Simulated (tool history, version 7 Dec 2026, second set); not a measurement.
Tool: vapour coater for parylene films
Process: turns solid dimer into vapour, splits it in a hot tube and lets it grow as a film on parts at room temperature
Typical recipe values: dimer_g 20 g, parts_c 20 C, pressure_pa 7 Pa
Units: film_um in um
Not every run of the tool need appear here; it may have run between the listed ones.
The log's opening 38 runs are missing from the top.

run,hour,dimer_g,parts_c,pressure_pa,film_um
39,1441,8,28,8.46,1.71
# hour 1472.4: trap's valve overhauled
40,1472.4,8,28,8.46,1.72
41,1512.4,8,28,8.46,1.69
42,1559.3,20,16,3.04,8.95
43,1598.2,19,25,2.55,6.15
44,1622.6,18,14,8.55,6.87
45,1676.3,28,15,4.12,12.28
46,1710.7,13,20,3.1,4.92
47,1742.4,11,20,3.02,4.24
48,1770.8,17,27,3.54,4.56

Below are 3 alternative next runs, each starting from the tool's condition after run 48. Predict each:
A,1808.6,19,15,8.15,?
B,1808.6,22,26,10.02,?
C,1808.6,13,27,5.14,?

run,film_um
A,7.1
B,4.84
C,3.27
Without the tool's hidden state the same runs would have given:
run,film_um
A,7.13
B,4.86
C,3.29
